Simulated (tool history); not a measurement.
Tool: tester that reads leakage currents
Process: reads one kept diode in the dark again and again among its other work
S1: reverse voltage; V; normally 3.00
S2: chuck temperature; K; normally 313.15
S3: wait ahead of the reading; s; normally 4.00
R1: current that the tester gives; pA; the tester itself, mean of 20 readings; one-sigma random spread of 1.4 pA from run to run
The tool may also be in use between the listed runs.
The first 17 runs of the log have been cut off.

run    hour     S1      S2    S3       R1
 18  1411.1   2.37  313.15  4.00   413.18
     1464.5  -- chuck's temperature calibrated
 19  1525.8   3.00  313.15  4.00   456.32
 20  1582.6   3.00  313.15  4.00   454.18
 21  1656.6   3.00  317.15  2.03   589.20
 22  1764.8   3.00  313.15  1.15   455.27
 23  1874.4   6.06  304.15  0.66   332.48
     1959.3  -- probe card cleaned and baked
 24  1966.8   2.63  318.15  0.32   596.67
 25  2014.1   3.18  305.15  6.41   270.46
 26  2063.3   3.55  303.15  9.01   246.52
 27  2132.1   3.00  309.15  0.96   350.15
 28  2185.5  12.21  318.15  3.42  1129.45
 29  2234.9   3.00  304.15  4.00   245.92
 30  2299.5   3.00  304.15  4.00   247.86
 31  2358.6   3.00  304.15  4.00   247.10
 32  2423.1  11.50  314.15  2.66   845.28
 33  2526.4   2.69  314.15  0.94   465.25
 34  2594.8   2.69  314.15  0.94   467.35
 35  2694.8  12.92  293.15  1.21   203.92

Run 36 has not been measured yet. What should we expect?
 36  2749.8  8.52  326.15  7.09   ?

Run 36 yielded R1 1593.29 pA.
The same run, on a tool lacking any hidden state, would have yielded R1 1590.78 pA.

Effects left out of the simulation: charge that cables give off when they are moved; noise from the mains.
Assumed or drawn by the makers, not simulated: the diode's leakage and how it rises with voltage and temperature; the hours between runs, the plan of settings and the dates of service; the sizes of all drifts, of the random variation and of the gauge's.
